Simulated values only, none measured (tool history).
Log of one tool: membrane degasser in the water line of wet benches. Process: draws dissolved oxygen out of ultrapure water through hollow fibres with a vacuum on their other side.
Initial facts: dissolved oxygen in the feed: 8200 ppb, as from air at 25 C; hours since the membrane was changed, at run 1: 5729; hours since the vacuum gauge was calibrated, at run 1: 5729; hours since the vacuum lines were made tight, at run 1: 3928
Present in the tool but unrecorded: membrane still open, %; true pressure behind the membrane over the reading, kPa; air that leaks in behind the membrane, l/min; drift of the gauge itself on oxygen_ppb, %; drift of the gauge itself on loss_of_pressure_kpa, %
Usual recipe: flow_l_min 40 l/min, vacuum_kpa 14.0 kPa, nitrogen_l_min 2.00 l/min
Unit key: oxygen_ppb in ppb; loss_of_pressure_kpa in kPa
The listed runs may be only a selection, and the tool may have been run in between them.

run	day	flow_l_min	vacuum_kpa	nitrogen_l_min	hours since the membrane was changed	hours since the vacuum gauge was calibrated	hours since the vacuum lines were made tight	oxygen_ppb	loss_of_pressure_kpa
1	0.000	40	14.0	2.00	5729	5729	3928	517.8	31.42
2	6.021	40	14.0	1.50	5873	5873	4072	635.7	31.65
3	11.992	40	14.0	1.50	6016	6016	4216	641.3	31.32
4	17.046	40	14.0	1.50	6138	6138	4337	645.0	32.19
5	21.275	40	14.0	2.00	6239	6239	4439	521.1	31.75
6	27.496	40	14.0	4.13	6388	6388	4588	300.3	31.64
7	33.112	40	13.3	4.13	6523	6523	4723	288.1	31.62
8	39.300	40	13.3	4.13	6672	6672	4871	285.8	31.77
9	45.204	40	13.3	4.13	6814	6814	5013	287.9	31.95
10	50.179	40	13.3	4.13	6933	6933	5132	286.7	32.10
# day 54.338: vacuum gauge calibrated
11	54.779	40	14.0	3.86	7043	11	5242	321.9	31.86
12	60.917	40	14.0	3.86	7190	158	5389	320.5	31.74
13	63.904	40	33.2	2.00	7262	230	5461	1227.4	32.03
14	68.504	40	14.0	2.00	7372	340	5572	524.9	32.12
15	71.542	40	14.0	2.00	7445	413	5645	523.7	32.28
16	75.492	40	14.0	2.00	7540	508	5739	523.5	31.97
17	80.000	30	12.2	1.15	7648	616	5847	520.2	24.16
18	83.429	30	12.2	1.15	7730	698	5930	521.0	23.96
19	89.438	30	12.2	1.15	7875	842	6074	518.9	24.10
# day 91.096: vacuum gauge calibrated, once more
20	94.912	51	13.2	1.22	8006	92	6205	864.6	41.38
21	101.150	26	14.7	2.99	8155	241	6355	251.1	21.07
22	104.033	26	14.7	2.99	8224	311	6424	251.8	20.87
23	108.279	46	11.4	4.17	8326	412	6526	297.0	37.26
24	113.150	25	31.2	1.40	8443	529	6643	1042.5	20.24
25	117.162	25	22.7	1.40	8540	626	6739	749.9	20.14
26	120.779	49	26.4	2.57	8626	712	6826	987.2	39.46
27	123.683	49	26.4	2.57	8696	782	6895	988.7	39.51
28	127.375	49	26.4	2.57	8785	871	6984	983.1	39.68
29	132.667	49	26.4	2.57	8912	998	7111	998.2	39.58
30	137.392	49	26.4	2.57	9025	1111	7224	982.2	39.47
31	140.317	49	26.4	2.57	9095	1181	7295	987.7	39.59

For each entry between runs, how does the tool's hidden state at the last listed run before it compare with that at the first listed run after it?
After run 10, before run 11: vacuum gauge calibrated (day 54.338)
  membrane still open, %: 94.7 -> 94.6; true pressure behind the membrane over the reading, kPa: 0.15 -> 0.24; air that leaks in behind the membrane, l/min: 0.0202 -> 0.0206
  measured result minus the result with no hidden state, oxygen_ppb: +19.1 -> +22.2 ppb; loss_of_pressure_kpa: +1.68 -> +1.70 kPa
After run 19, before run 20: vacuum gauge calibrated, once more (day 91.096)
  membrane still open, %: 94 -> 93.9; true pressure behind the membrane over the reading, kPa: 0.26 -> -0.02; air that leaks in behind the membrane, l/min: 0.0237 -> 0.0242
  measured result minus the result with no hidden state, oxygen_ppb: +24.0 -> +23.3 ppb; loss_of_pressure_kpa: +1.44 -> +2.51 kPa
